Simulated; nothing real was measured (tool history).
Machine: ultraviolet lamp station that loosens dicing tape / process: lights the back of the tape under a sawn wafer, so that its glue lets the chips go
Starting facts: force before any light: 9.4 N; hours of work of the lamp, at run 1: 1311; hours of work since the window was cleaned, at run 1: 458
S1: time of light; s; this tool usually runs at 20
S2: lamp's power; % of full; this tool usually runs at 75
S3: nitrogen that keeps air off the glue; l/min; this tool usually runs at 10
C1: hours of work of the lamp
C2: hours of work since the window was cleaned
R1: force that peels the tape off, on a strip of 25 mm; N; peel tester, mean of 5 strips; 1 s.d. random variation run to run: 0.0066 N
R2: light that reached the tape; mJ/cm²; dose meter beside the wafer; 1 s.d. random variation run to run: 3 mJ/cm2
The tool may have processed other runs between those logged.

run,hour,S1,S2,S3,C1,C2,R1,R2
1,0,20,75,10,1311,458,0.566,305
# hour 47.7: lamp changed
2,51.7,20,75,10,2,485,0.255,421
3,86,20,75,10,20,503,0.253,418
4,133.6,20,75,10,46,529,0.263,419
5,203.4,20,75,10,83,566,0.253,416
6,242.6,20,75,10,104,587,0.268,410
7,281.8,20,75,10,125,608,0.271,405
8,340.4,20,75,10,156,639,0.285,399
9,395.2,20,75,10,186,669,0.293,393
# hour 401.9: window cleaned of glue's vapour
10,439,20,75,10,209,20,0.31,385
11,506.7,20,75,10,245,56,0.332,384
12,540.6,20,75,10,263,74,0.328,378
13,574.9,13,75,10,281,92,0.908,242
# hour 601.2: window cleaned of glue's vapour, once more
14,622.6,13,75,10,307,11,0.781,264
15,683.1,13,75,10,339,44,0.794,267
16,737.5,26,96,4,368,73,0.202,680
17,794.9,17,80,8,399,104,0.434,366
18,859.9,17,80,8,433,138,0.469,366
19,929,38,68,13,470,175,0.106,678
20,985.6,38,68,13,501,205,0.106,670
21,1050.3,18,75,11,535,240,0.386,349
22,1107,18,75,11,565,270,0.364,345

Estimate the outcome of run 23 from the log above:
23,1146.9,18,75,11,587,292,?,?

R1: 0.395 N
R2: 341 mJ/cm²
Minus the tool's unlogged condition, the same run would have read R1 0.261 N, R2 401 mJ/cm².

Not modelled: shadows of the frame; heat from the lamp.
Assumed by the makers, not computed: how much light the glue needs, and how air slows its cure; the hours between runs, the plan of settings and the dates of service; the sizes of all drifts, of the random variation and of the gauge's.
